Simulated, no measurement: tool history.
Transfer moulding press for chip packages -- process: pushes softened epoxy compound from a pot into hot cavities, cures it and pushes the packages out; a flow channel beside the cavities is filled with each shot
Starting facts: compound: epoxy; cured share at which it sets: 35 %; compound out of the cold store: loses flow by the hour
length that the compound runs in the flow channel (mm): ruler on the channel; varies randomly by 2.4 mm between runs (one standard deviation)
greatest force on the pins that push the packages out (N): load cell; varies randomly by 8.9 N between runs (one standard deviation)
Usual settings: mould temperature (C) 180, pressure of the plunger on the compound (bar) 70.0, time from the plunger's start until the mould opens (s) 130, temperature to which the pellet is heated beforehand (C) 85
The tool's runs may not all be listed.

run	day	mould temperature (C)	pressure of the plunger on the compound (bar)	time from the plunger's start until the mould opens (s)	temperature to which the pellet is heated beforehand (C)	incoming compound's hours out of the cold store	length that the compound runs in the flow channel (mm)	greatest force on the pins that push the packages out (N)
1	0.000	180	70.0	130	85	43.9	654	412
2	0.288	180	70.0	115	85	23.9	705	533
3	0.538	180	70.0	130	85	8.5	748	474
4	0.925	180	70.0	130	85	43.8	656	490
5	1.175	180	70.0	130	85	47.2	647	510
6	1.512	180	70.0	130	85	14.9	727	564
7	1.967	180	70.0	130	85	28.2	686	579
8	2.442	180	70.0	130	85	19.6	710	615
# day 2.588: cavities cleaned with cleaning compound and waxed
9	2.975	180	70.0	130	85	27.9	688	434
10	3.358	180	70.0	130	85	35.5	670	511
11	3.554	176	53.2	157	81	47.8	565	469
12	3.917	176	53.2	157	81	27.8	611	488
13	4.192	187	53.2	157	75	13.0	608	471
14	4.408	187	56.5	154	91	42.3	563	480
15	4.671	187	56.5	154	91	9.1	638	504
16	4.942	187	56.5	148	91	18.4	609	496
# day 5.188: cavities cleaned with cleaning compound and waxed
17	5.396	180	59.6	140	84	17.9	651	430
18	5.862	180	59.6	140	84	17.4	655	466
19	6.117	180	59.6	157	84	20.7	642	458
20	6.421	177	78.9	136	85	21.0	751	555

Consider 3 possible next runs. They are alternatives, not a sequence: every one starts from the tool as it was left by run 20. What does each give?
A	6.862	177	78.9	168	90	28.0	?	?
B	6.862	178	76.7	136	87	8.9	?	?
C	6.862	180	84.2	153	85	34.1	?	?

run	length that the compound runs in the flow channel (mm)	greatest force on the pins that push the packages out (N)
A	730	506
B	766	564
C	723	493
With no hidden state in the tool, these same runs would have given:
run	length that the compound runs in the flow channel (mm)	greatest force on the pins that push the packages out (N)
A	754	374
B	791	409
C	746	363

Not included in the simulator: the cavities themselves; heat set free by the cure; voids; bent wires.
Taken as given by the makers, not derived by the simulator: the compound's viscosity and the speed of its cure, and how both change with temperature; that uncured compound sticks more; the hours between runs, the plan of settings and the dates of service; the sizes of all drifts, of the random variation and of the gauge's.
